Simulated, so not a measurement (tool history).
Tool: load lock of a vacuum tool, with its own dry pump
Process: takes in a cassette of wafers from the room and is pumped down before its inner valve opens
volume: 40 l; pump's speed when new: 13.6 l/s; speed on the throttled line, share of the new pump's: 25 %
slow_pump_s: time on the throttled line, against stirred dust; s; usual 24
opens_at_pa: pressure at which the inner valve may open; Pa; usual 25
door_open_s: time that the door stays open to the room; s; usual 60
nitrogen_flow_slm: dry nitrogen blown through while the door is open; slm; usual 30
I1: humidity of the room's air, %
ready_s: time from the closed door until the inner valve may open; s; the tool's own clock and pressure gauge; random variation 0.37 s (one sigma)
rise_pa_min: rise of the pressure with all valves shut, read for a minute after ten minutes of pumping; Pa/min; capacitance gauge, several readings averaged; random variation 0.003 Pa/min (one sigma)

{"run": 1, "hour": 0.0, "slow_pump_s": 24, "opens_at_pa": 25, "door_open_s": 60, "nitrogen_flow_slm": 30, "I1": 44.9, "ready_s": 42.9, "rise_pa_min": 0.165}
{"run": 2, "hour": 377.1, "slow_pump_s": 24, "opens_at_pa": 41, "door_open_s": 60, "nitrogen_flow_slm": 30, "I1": 42.5, "ready_s": 42.1, "rise_pa_min": 0.176}
{"run": 3, "hour": 701.8, "slow_pump_s": 24, "opens_at_pa": 25, "door_open_s": 60, "nitrogen_flow_slm": 30, "I1": 41.5, "ready_s": 43.5, "rise_pa_min": 0.178}
{"run": 4, "hour": 1223.8, "slow_pump_s": 24, "opens_at_pa": 25, "door_open_s": 60, "nitrogen_flow_slm": 5, "I1": 46.5, "ready_s": 43.3, "rise_pa_min": 0.224}
{"run": 5, "hour": 1709.9, "slow_pump_s": 24, "opens_at_pa": 19, "door_open_s": 60, "nitrogen_flow_slm": 5, "I1": 45.4, "ready_s": 44.5, "rise_pa_min": 0.239}
{"run": 6, "hour": 1971.5, "slow_pump_s": 24, "opens_at_pa": 25, "door_open_s": 60, "nitrogen_flow_slm": 30, "I1": 47.3, "ready_s": 43.9, "rise_pa_min": 0.208}
{"run": 7, "hour": 2406.6, "slow_pump_s": 24, "opens_at_pa": 25, "door_open_s": 60, "nitrogen_flow_slm": 30, "I1": 49.5, "ready_s": 43.9, "rise_pa_min": 0.211}
{"run": 8, "hour": 2954.6, "slow_pump_s": 24, "opens_at_pa": 25, "door_open_s": 60, "nitrogen_flow_slm": 30, "I1": 49.8, "ready_s": 44.1, "rise_pa_min": 0.232}
{"run": 9, "hour": 3347.6, "slow_pump_s": 24, "opens_at_pa": 25, "door_open_s": 60, "nitrogen_flow_slm": 30, "I1": 44.2, "ready_s": 44.1, "rise_pa_min": 0.233}
{"run": 10, "hour": 3737.0, "slow_pump_s": 24, "opens_at_pa": 25, "door_open_s": 33, "nitrogen_flow_slm": 30, "I1": 45.8, "ready_s": 42.9, "rise_pa_min": 0.221}
{"run": 11, "hour": 4049.1, "slow_pump_s": 24, "opens_at_pa": 20, "door_open_s": 60, "nitrogen_flow_slm": 30, "I1": 44.8, "ready_s": 44.7, "rise_pa_min": 0.246}
{"run": 12, "hour": 4431.2, "slow_pump_s": 24, "opens_at_pa": 20, "door_open_s": 60, "nitrogen_flow_slm": 30, "I1": 44.4, "ready_s": 45.2, "rise_pa_min": 0.25}
{"run": 13, "hour": 4886.3, "slow_pump_s": 41, "opens_at_pa": 20, "door_open_s": 60, "nitrogen_flow_slm": 11, "I1": 44.3, "ready_s": 56.9, "rise_pa_min": 0.28}
{"run": 14, "hour": 5234.4, "slow_pump_s": 34, "opens_at_pa": 49, "door_open_s": 60, "nitrogen_flow_slm": 16, "I1": 42.2, "ready_s": 48.7, "rise_pa_min": 0.282}
{"run": 15, "hour": 5733.3, "slow_pump_s": 24, "opens_at_pa": 36, "door_open_s": 60, "nitrogen_flow_slm": 30, "I1": 46.7, "ready_s": 43.5, "rise_pa_min": 0.287}
{"run": 16, "hour": 6280.9, "slow_pump_s": 18, "opens_at_pa": 48, "door_open_s": 195, "nitrogen_flow_slm": 5, "I1": 45.0, "ready_s": 37.8, "rise_pa_min": 0.417}

The next listed run, before its measurement:
{"run": 17, "hour": 6795.0, "slow_pump_s": 24, "opens_at_pa": 26, "door_open_s": 60, "nitrogen_flow_slm": 30, "I1": 45.3, "ready_s": "?", "rise_pa_min": "?"}

Run 17 gave ready_s 44.7 s, rise_pa_min 0.309 Pa/min.
Without the tool's hidden state the same run would have given ready_s 42.3 s, rise_pa_min 0.045 Pa/min.
